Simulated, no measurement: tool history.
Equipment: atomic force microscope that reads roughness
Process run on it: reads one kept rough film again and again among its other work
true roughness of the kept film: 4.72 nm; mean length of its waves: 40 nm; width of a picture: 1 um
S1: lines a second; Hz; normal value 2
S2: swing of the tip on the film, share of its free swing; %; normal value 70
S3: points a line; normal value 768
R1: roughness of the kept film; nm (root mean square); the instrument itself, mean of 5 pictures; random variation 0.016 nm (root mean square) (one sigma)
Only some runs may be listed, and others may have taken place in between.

run 1 day=0 | S1=2 S2=70 S3=768 | R1=3.225
run 2 day=0.658 | S1=2 S2=70 S3=768 | R1=3.155
run 3 day=1.329 | S1=2 S2=70 S3=768 | R1=3.054
-- day=1.533 new tip fitted
run 4 day=1.946 | S1=3.23 S2=70 S3=768 | R1=3.782
run 5 day=2.638 | S1=2 S2=70 S3=768 | R1=3.77
run 6 day=3.288 | S1=2 S2=70 S3=768 | R1=3.632
run 7 day=3.871 | S1=2 S2=68 S3=768 | R1=3.542
run 8 day=4.496 | S1=2 S2=78 S3=768 | R1=3.313
run 9 day=4.9 | S1=2 S2=81 S3=768 | R1=3.214
run 10 day=5.217 | S1=2 S2=70 S3=768 | R1=3.296
run 11 day=5.738 | S1=2 S2=70 S3=768 | R1=3.219
run 12 day=6.271 | S1=2 S2=70 S3=768 | R1=3.146
run 13 day=6.942 | S1=2 S2=70 S3=768 | R1=3.054
-- day=7.017 new tip fitted
-- day=7.058 height scale calibrated on a step standard
run 14 day=7.35 | S1=2 S2=70 S3=768 | R1=3.892
run 15 day=7.683 | S1=2 S2=70 S3=385 | R1=3.818
-- day=8.467 height scale calibrated on a step standard, once more
run 16 day=8.471 | S1=3.77 S2=70 S3=783 | R1=3.519
run 17 day=8.896 | S1=3.77 S2=70 S3=783 | R1=3.444
run 18 day=9.279 | S1=3.77 S2=70 S3=783 | R1=3.352
run 19 day=9.608 | S1=1.93 S2=70 S3=957 | R1=3.514
run 20 day=10.088 | S1=1.93 S2=70 S3=957 | R1=3.419
run 21 day=10.721 | S1=3.81 S2=72 S3=978 | R1=3.131
run 22 day=11.317 | S1=3.81 S2=72 S3=978 | R1=3.047
run 23 day=11.771 | S1=0.88 S2=77 S3=706 | R1=3.218
run 24 day=12.196 | S1=3.58 S2=58 S3=853 | R1=3.117
-- day=12.554 new tip fitted
run 25 day=12.792 | S1=2 S2=71 S3=518 | R1=3.907
run 26 day=13.508 | S1=2 S2=71 S3=518 | R1=3.773
run 27 day=14.017 | S1=2 S2=71 S3=518 | R1=3.658
run 28 day=14.438 | S1=1.47 S2=83 S3=371 | R1=3.553
run 29 day=14.783 | S1=1.47 S2=83 S3=421 | R1=3.438

Consider 3 possible next runs. They are alternatives, not a sequence: every one starts from the tool as it was left by run 29. What does each give?
run A day=15.467 | S1=3.01 S2=73 S3=280 | R1=?
run B day=15.467 | S1=3.13 S2=71 S3=532 | R1=?
run C day=15.467 | S1=0.67 S2=76 S3=664 | R1=?

run=A R1=3.254
run=B R1=3.279
run=C R1=3.521
Had the tool no hidden state, the same runs would have come out as:
run=A R1=3.804
run=B R1=3.832
run=C R1=4.116

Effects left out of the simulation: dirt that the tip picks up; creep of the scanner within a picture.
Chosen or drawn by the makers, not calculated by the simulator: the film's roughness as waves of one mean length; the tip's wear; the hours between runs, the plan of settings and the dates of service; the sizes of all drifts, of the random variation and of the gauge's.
